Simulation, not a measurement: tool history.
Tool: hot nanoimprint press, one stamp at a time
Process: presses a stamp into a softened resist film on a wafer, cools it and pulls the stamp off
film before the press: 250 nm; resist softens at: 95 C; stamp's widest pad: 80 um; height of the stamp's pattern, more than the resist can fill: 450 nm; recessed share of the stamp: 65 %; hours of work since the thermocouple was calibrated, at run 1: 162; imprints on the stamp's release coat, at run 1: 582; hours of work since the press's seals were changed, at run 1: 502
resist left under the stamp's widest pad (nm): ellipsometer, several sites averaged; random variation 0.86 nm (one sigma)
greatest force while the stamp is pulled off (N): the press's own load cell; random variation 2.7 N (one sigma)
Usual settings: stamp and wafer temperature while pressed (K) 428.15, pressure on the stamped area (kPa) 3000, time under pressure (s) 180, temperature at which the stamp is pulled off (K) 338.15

run     day  stamp and wafer temperature while pressed (K)  pressure on the stamped area (kPa)  time under pressure (s)  temperature at which the stamp is pulled off (K)  hours of work since the thermocouple was calibrated  imprints on the stamp's release coat  hours of work since the press's seals were changed  resist left under the stamp's widest pad (nm)  greatest force while the stamp is pulled off (N)
  1       0                                         428.15                                3000                      180                                            338.15                                                  162                                   582                                                 502                                            124                                               148
  2     2.1                                         428.15                                3000                      180                                            338.15                                                  188                                   739                                                 528                                          123.4                                               154
  3   3.867                                         428.15                                3000                      288                                            338.15                                                  210                                   872                                                 550                                          104.8                                               159
  4   6.096                                         428.15                                3000                      180                                            338.15                                                  238                                  1038                                                 578                                          124.4                                               168
  5   7.846                                         428.15                                2990                      180                                            338.15                                                  260                                  1169                                                 599                                            125                                               166
      8.162  -- plate thermocouple calibrated
  6  10.288                                         428.15                                3000                      180                                            338.15                                                   26                                  1343                                                 628                                          118.1                                               168
  7  12.383                                         428.15                                3000                      180                                            338.15                                                   53                                  1500                                                 654                                          118.4                                               180
  8  15.875                                         428.15                                3000                      180                                            338.15                                                   96                                  1761                                                 698                                            121                                               190
     17.262  -- stamp cleaned and given a new release coat
  9  18.171                                         428.15                                3000                      180                                            338.15                                                  122                                    68                                                 723                                            122                                               126
 10  20.958                                         428.15                                3000                      122                                            338.15                                                  156                                   277                                                 758                                          137.8                                               137
 11  23.675                                         428.15                                3000                      122                                            338.15                                                  190                                   480                                                 792                                          139.3                                               145
 12  25.825                                         428.15                                3000                      122                                            338.15                                                  217                                   641                                                 819                                            140                                               148
     27.175  -- press's hydraulic seals changed and the load cell set to zero
 13  27.842                                         428.15                                2300                      122                                            338.15                                                  238                                   767                                                   8                                          154.1                                               153
 14  29.625                                         428.15                                2300                      122                                            338.15                                                  260                                   901                                                  31                                          153.4                                               164
     29.975  -- plate thermocouple calibrated
 15  33.229                                         428.15                                2300                      122                                            338.15                                                   41                                  1161                                                  74                                          151.2                                               167
 16  36.725                                         427.15                                2730                      180                                            340.15                                                   84                                  1423                                                 117                                          133.3                                               165
 17  40.021                                         427.15                                2160                      138                                            340.15                                                  125                                  1669                                                 158                                          158.1                                               176
 18  42.038                                         427.15                                2160                      138                                            340.15                                                  150                                  1820                                                 184                                            160                                               192
     42.558  -- stamp cleaned and given a new release coat
 19  44.942                                         427.15                                2160                      138                                            340.15                                                  183                                   179                                                 217                                          160.1                                               124
 20  47.262                                         425.15                                3000                      180                                            338.15                                                  212                                   353                                                 246                                          142.5                                               142
 21  49.758                                         425.15                                3000                      180                                            338.15                                                  243                                   539                                                 277                                          141.9                                               152
     51.312  -- plate thermocouple calibrated
 22  52.242                                         425.15                                4300                      224                                            331.15                                                   12                                   716                                                 306                                          107.6                                               170
 23  54.771                                         422.15                                1980                      180                                            338.15                                                   43                                   905                                                 337                                          180.1                                               156
 24  56.467                                         417.15                                2700                      180                                            325.15                                                   64                                  1032                                                 359                                          193.3                                               203
 25  59.096                                         417.15                                2700                      180                                            325.15                                                   97                                  1229                                                 391                                          190.5                                               209
 26  61.004                                         429.15                                2700                      180                                            332.15                                                  121                                  1372                                                 415                                          124.1                                               196
 27  62.862                                         440.15                                3000                      180                                            338.15                                                  144                                  1511                                                 438                                           71.9                                               187
 28   65.95                                         420.15                                3540                      287                                            342.15                                                  182                                  1742                                                 477                                          141.9                                               181
     67.508  -- stamp cleaned and given a new release coat
 29  68.971                                         435.15                                1990                      180                                            331.15                                                  217                                   109                                                 511                                          111.7                                               150

The same runs without the tool's hidden state, with the same run-to-run variation:
The hidden state here: true temperature over the reading, C; pressure that arrives at the usual setting, %; grip of the stamp's worn release coat, % over a new coat's; drift of the gauge itself on residual_nm, %; drift of the gauge itself on pull_off_n, %.
run  resist left under the stamp's widest pad (nm)  greatest force while the stamp is pulled off (N)
  1                                          118.4                                               127
  2                                          117.2                                               127
  3                                           98.5                                               126
  4                                          116.8                                               128
  5                                          116.8                                               123
  6                                          117.8                                               124
  7                                          117.4                                               128
  8                                          118.8                                               129
  9                                            119                                               123
 10                                          133.7                                               127
 11                                          134.2                                               128
 12                                          134.1                                               125
 13                                          148.7                                               125
 14                                          147.4                                               131
 15                                          148.7                                               126
 16                                          129.5                                               117
 17                                          153.1                                               119
 18                                          154.2                                               126
 19                                          153.4                                               116
 20                                          134.6                                               127
 21                                          133.2                                               130
 22                                          105.5                                               142
 23                                          177.2                                               125
 24                                          189.6                                               158
 25                                          185.8                                               156
 26                                            119                                               141
 27                                           68.5                                               130
 28                                          133.6                                               120
 29                                          105.3                                               143

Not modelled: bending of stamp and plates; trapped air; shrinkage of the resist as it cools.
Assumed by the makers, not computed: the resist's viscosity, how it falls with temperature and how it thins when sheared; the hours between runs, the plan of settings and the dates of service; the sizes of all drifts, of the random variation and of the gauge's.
